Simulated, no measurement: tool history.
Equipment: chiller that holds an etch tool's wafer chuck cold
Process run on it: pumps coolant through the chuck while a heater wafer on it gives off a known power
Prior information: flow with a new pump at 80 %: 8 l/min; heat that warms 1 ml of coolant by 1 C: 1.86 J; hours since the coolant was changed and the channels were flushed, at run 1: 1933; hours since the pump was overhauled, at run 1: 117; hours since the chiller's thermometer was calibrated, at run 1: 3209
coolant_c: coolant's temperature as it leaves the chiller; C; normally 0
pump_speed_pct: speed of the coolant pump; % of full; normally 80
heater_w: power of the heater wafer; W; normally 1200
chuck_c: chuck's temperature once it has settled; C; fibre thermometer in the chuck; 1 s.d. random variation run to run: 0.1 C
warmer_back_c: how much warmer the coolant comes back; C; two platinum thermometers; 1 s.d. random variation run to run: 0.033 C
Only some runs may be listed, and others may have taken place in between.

| run | hour | coolant_c | pump_speed_pct | heater_w | hours since the coolant was changed and the channels were flushed | hours since the pump was overhauled | hours since the chiller's thermometer was calibrated | chuck_c | warmer_back_c |
|---|---|---|---|---|---|---|---|---|---|
| 1 | 0.0 | 0 | 80 | 1200 | 1933 | 117 | 3209 | 13.1 | 4.83 |
|  | 9.6 | chiller's thermometer calibrated |
| 2 | 25.6 | 0 | 94 | 1200 | 1958 | 142 | 16 | 11.5 | 4.02 |
| 3 | 46.8 | 0 | 94 | 1200 | 1979 | 163 | 37 | 11.6 | 4.02 |
| 4 | 65.5 | 0 | 94 | 1200 | 1998 | 182 | 56 | 11.6 | 4.01 |
| 5 | 89.1 | 0 | 88 | 1200 | 2021 | 205 | 79 | 12.2 | 4.33 |
| 6 | 123.8 | 0 | 80 | 613 | 2056 | 240 | 114 | 6.3 | 2.49 |
| 7 | 149.4 | 0 | 80 | 1200 | 2082 | 266 | 140 | 13.3 | 4.83 |
| 8 | 177.6 | -4 | 80 | 1200 | 2110 | 294 | 168 | 9.1 | 4.88 |
| 9 | 208.8 | -4 | 83 | 1200 | 2141 | 325 | 199 | 8.9 | 4.67 |
|  | 216.9 | chiller's thermometer calibrated, once more |
| 10 | 240.2 | 0 | 80 | 1200 | 2171 | 356 | 23 | 14.0 | 4.87 |
| 11 | 267.1 | 0 | 80 | 1200 | 2198 | 382 | 50 | 13.9 | 4.88 |
| 12 | 283.7 | 0 | 80 | 1375 | 2215 | 399 | 67 | 15.8 | 5.54 |
| 13 | 313.1 | 0 | 80 | 1375 | 2244 | 428 | 96 | 15.8 | 5.54 |
| 14 | 333.4 | 0 | 80 | 1375 | 2265 | 449 | 116 | 15.7 | 5.50 |
| 15 | 369.1 | 0 | 80 | 1375 | 2300 | 485 | 152 | 15.8 | 5.56 |
| 16 | 391.9 | -2 | 80 | 1200 | 2323 | 507 | 175 | 11.8 | 4.81 |
| 17 | 427.6 | 4 | 82 | 1702 | 2359 | 543 | 211 | 23.4 | 6.67 |
| 18 | 445.3 | 4 | 97 | 854 | 2376 | 561 | 228 | 12.6 | 2.72 |
| 19 | 468.5 | 4 | 97 | 674 | 2400 | 584 | 252 | 10.9 | 2.28 |
| 20 | 497.6 | 4 | 65 | 674 | 2429 | 613 | 281 | 12.9 | 3.48 |
| 21 | 529.6 | -6 | 69 | 1749 | 2461 | 645 | 313 | 16.4 | 8.48 |
| 22 | 554.8 | -3 | 78 | 1749 | 2486 | 670 | 338 | 17.6 | 7.28 |
| 23 | 578.7 | -3 | 65 | 1749 | 2510 | 694 | 362 | 20.2 | 9.00 |
| 24 | 594.7 | 8 | 65 | 1749 | 2526 | 710 | 378 | 31.3 | 8.98 |
| 25 | 620.8 | 8 | 65 | 1749 | 2552 | 736 | 404 | 31.3 | 8.92 |
| 26 | 657.2 | 8 | 86 | 809 | 2588 | 773 | 440 | 16.8 | 2.99 |
| 27 | 690.2 | 4 | 85 | 1337 | 2621 | 806 | 473 | 18.9 | 5.05 |
| 28 | 717.1 | 4 | 98 | 1337 | 2648 | 833 | 500 | 17.6 | 4.30 |
| 29 | 747.4 | 4 | 98 | 1337 | 2679 | 863 | 530 | 17.6 | 4.36 |
| 30 | 781.5 | 4 | 98 | 1337 | 2713 | 897 | 565 | 17.6 | 4.32 |
| 31 | 812.5 | 4 | 98 | 1337 | 2744 | 928 | 596 | 17.5 | 4.30 |

Below, some changes in chuck_c between adjacent runs. For each, the amount present without the hidden state too (settings, incoming material, random variation) and the amount remaining for the hidden state with gauge scatter not shared by both compared results:
What the log doesn't record here: heat passed by the chuck's channels, % of clean ones'; flow at a given pump speed, % of a new pump's; coolant's true temperature over the reading, C; drift of the gauge itself on chuck_c, C; drift of the gauge itself on warmer_back_c, C.
Run 16 -> 17: coolant_c -2 -> 4, pump_speed_pct 80 -> 82, heater_w 1200 -> 1702. chuck_c +11.6 C: hidden state +0.5, all else +11.1.
Run 17 -> 18: pump_speed_pct 82 -> 97, heater_w 1702 -> 854. chuck_c -10.8 C: hidden state -0.9, all else -9.9.
Run 20 -> 21: coolant_c 4 -> -6, pump_speed_pct 65 -> 69, heater_w 674 -> 1749. chuck_c +3.5 C: hidden state +1.2, all else +2.3.
Run 23 -> 24: coolant_c -3 -> 8. chuck_c +11.1 C: hidden state +0.1, all else +11.0.
Run 25 -> 26: pump_speed_pct 65 -> 86, heater_w 1749 -> 809. chuck_c -14.5 C: hidden state -1.1, all else -13.4.
